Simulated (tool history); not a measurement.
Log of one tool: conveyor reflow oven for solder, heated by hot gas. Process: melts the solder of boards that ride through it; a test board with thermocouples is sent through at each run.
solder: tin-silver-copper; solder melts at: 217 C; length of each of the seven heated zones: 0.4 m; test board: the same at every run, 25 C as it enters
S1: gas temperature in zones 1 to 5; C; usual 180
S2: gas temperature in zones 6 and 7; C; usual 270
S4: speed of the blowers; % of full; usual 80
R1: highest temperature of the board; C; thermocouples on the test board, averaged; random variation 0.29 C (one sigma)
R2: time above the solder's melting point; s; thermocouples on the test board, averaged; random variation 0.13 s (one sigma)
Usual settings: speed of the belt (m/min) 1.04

run 1 hour=0.0 | S1=180 S2=270 speed_of_the_belt_(m/min)=1.04 S4=80 | R1=259.8 R2=39.4
run 2 hour=15.8 | S1=180 S2=270 speed_of_the_belt_(m/min)=0.91 S4=80 | R1=263.3 R2=46.4
run 3 hour=35.9 | S1=180 S2=264 speed_of_the_belt_(m/min)=0.91 S4=80 | R1=257.6 R2=44.8
run 4 hour=48.9 | S1=180 S2=264 speed_of_the_belt_(m/min)=0.91 S4=80 | R1=257.3 R2=44.7
run 5 hour=63.4 | S1=180 S2=270 speed_of_the_belt_(m/min)=1.08 S4=80 | R1=258.5 R2=37.4
run 6 hour=78.2 | S1=182 S2=270 speed_of_the_belt_(m/min)=1.04 S4=80 | R1=260.2 R2=39.9
run 7 hour=90.3 | S1=182 S2=270 speed_of_the_belt_(m/min)=1.04 S4=80 | R1=260.5 R2=39.6
run 8 hour=109.1 | S1=182 S2=270 speed_of_the_belt_(m/min)=1.04 S4=85 | R1=261.0 R2=40.1
run 9 hour=125.6 | S1=166 S2=271 speed_of_the_belt_(m/min)=1.04 S4=80 | R1=258.9 R2=36.1
run 10 hour=145.4 | S1=190 S2=261 speed_of_the_belt_(m/min)=1.04 S4=60 | R1=247.9 R2=36.9

The next listed run, before its measurement:
run 11 hour=154.1 | S1=190 S2=261 speed_of_the_belt_(m/min)=1.04 S4=60 | R1=? R2=?

{"run 11": {"R1": 248.6, "R2": 37.1}}
Without the tool's hidden state the same run would have given R1 247.6 C, R2 36.7 s.
